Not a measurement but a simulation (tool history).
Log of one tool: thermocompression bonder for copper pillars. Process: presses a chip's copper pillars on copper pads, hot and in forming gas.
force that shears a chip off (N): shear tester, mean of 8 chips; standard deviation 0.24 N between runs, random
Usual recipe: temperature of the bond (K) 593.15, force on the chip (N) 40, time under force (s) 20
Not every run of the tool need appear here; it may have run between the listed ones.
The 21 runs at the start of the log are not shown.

run	hour	temperature of the bond (K)	force on the chip (N)	time under force (s)	hours of work since the heater was calibrated	hours of work since the force cell was calibrated	hours of work since the gas filter was changed	force that shears a chip off (N)
22	1455.5	608.15	51	20	314	1503	43	95.9
23	1535.4	593.15	39	15	359	1547	88	72.4
24	1616.0	570.15	31	31	404	1592	133	70.2
25	1686.0	573.15	31	31	443	1632	172	72.3
26	1747.4	589.15	55	12	477	1666	206	75.5
27	1793.2	564.15	40	18	503	1691	232	61.8
28	1836.0	590.15	40	18	527	1715	256	76.0
29	1887.5	593.15	40	32	556	1744	284	91.6
30	1960.1	609.15	55	20	596	1785	325	98.2
31	2004.3	575.15	43	46	621	1809	350	92.9
# hour 2010.7: gauge calibrated
32	2062.2	606.15	35	11	653	1842	382	67.1
# hour 2079.0: force cell calibrated
33	2130.9	606.15	35	11	691	29	420	67.4
34	2173.3	606.15	28	11	715	53	443	61.3
# hour 2178.7: forming gas filter changed
35	2220.2	606.15	28	11	741	79	23	61.2

Branching from run 35: 3 alternative next runs. What would each branch give?
A	2273.5	593.15	40	24	770	108	53	?
B	2273.5	613.15	28	11	770	108	53	?
C	2273.5	622.15	40	20	770	108	53	?

run	force that shears a chip off (N)
A	83.7
B	64.3
C	93.4
Had the tool no hidden state, the same runs would have come out as:
run	force that shears a chip off (N)
A	83.4
B	64.0
C	93.1
